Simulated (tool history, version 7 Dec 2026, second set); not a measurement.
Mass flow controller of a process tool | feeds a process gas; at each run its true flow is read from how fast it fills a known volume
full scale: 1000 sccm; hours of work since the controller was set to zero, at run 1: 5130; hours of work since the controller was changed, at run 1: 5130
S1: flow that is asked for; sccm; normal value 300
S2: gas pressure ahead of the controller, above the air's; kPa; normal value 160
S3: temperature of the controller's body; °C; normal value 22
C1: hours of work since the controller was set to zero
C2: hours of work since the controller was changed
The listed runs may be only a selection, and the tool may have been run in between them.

Run 1, hour 0.0: usual settings; C1 5130; C2 5130. Result: true flow (%) 99.50.
Run 2, hour 85.8: usual settings; C1 5174; C2 5174. Result: true flow (%) 99.45.
Run 3, hour 130.6: usual settings; C1 5198; C2 5198. Result: true flow (%) 99.41.
At hour 227.8: controller exchanged for a calibrated one.
Run 4, hour 227.8: usual settings; C1 0; C2 0. Result: true flow (%) 99.34.
Run 5, hour 327.9: usual settings; C1 52; C2 52. Result: true flow (%) 99.44.
Run 6, hour 406.6: usual settings; C1 93; C2 93. Result: true flow (%) 99.42.
Run 7, hour 482.8: usual settings; C1 133; C2 133. Result: true flow (%) 99.46.
Run 8, hour 568.5: usual settings; C1 178; C2 178. Result: true flow (%) 99.37.
Run 9, hour 615.3: usual settings but S1 892 sccm; C1 203; C2 203. Result: true flow (%) 99.84.
Run 10, hour 683.0: usual settings but S1 892 sccm; C1 238; C2 238. Result: true flow (%) 99.77.
Run 11, hour 782.6: usual settings but S1 892 sccm; C1 290; C2 290. Result: true flow (%) 99.80.
Run 12, hour 848.9: usual settings but S1 892 sccm; C1 325; C2 325. Result: true flow (%) 99.89.
Run 13, hour 905.3: usual settings but S1 892 sccm; C1 354; C2 354. Result: true flow (%) 99.94.
Run 14, hour 964.3: usual settings but S1 892 sccm; C1 385; C2 385. Result: true flow (%) 99.90.
Run 15, hour 1040.1: usual settings but S1 892 sccm; C1 425; C2 425. Result: true flow (%) 99.83.
Run 16, hour 1090.6: usual settings but S1 914 sccm, S3 25 °C; C1 451; C2 451. Result: true flow (%) 100.16.
Run 17, hour 1168.6: usual settings but S1 113 sccm, S2 232 kPa, S3 40 °C; C1 492; C2 492. Result: true flow (%) 100.47.
Run 18, hour 1254.9: usual settings but S1 238 sccm, S2 149 kPa, S3 40 °C; C1 537; C2 537. Result: true flow (%) 100.85.
Run 19, hour 1325.0: usual settings but S1 238 sccm, S2 188 kPa, S3 36 °C; C1 574; C2 574. Result: true flow (%) 100.16.
Run 20, hour 1420.7: usual settings but S1 147 sccm, S2 187 kPa, S3 26 °C; C1 624; C2 624. Result: true flow (%) 99.46.
Run 21, hour 1514.6: usual settings but S1 443 sccm; C1 673; C2 673. Result: true flow (%) 99.56.
Run 22, hour 1559.8: usual settings but S1 443 sccm; C1 697; C2 697. Result: true flow (%) 99.56.
Run 23, hour 1650.4: usual settings but S1 198 sccm, S2 278 kPa, S3 34 °C; C1 744; C2 744. Result: true flow (%) 99.82.
Run 24, hour 1750.0: usual settings but S1 754 sccm, S2 278 kPa, S3 31 °C; C1 796; C2 796. Result: true flow (%) 99.99.
Run 25, hour 1794.8: usual settings but S1 418 sccm, S2 256 kPa, S3 23 °C; C1 819; C2 819. Result: true flow (%) 99.25.
Run 26, hour 1845.7: usual settings but S1 418 sccm, S2 256 kPa, S3 23 °C; C1 846; C2 846. Result: true flow (%) 99.29.
Run 27, hour 1900.8: usual settings but S1 418 sccm, S2 260 kPa, S3 26 °C; C1 875; C2 875. Result: true flow (%) 99.58.
Run 28, hour 1970.8: usual settings but S1 418 sccm, S2 260 kPa, S3 26 °C; C1 911; C2 911. Result: true flow (%) 99.47.
Run 29, hour 2057.2: usual settings but S1 418 sccm, S2 260 kPa, S3 26 °C; C1 957; C2 957. Result: true flow (%) 99.55.
Run 30, hour 2122.7: usual settings but S1 478 sccm, S2 233 kPa, S3 28 °C; C1 991; C2 991. Result: true flow (%) 99.85.

Hidden state at the last listed run before each entry between runs and at the first one after, where it differs:
After run 3, before run 4: controller exchanged for a calibrated one (hour 227.8)
  flow at rest that the sensor doesn't see, % of full scale: 0.004 -> 0
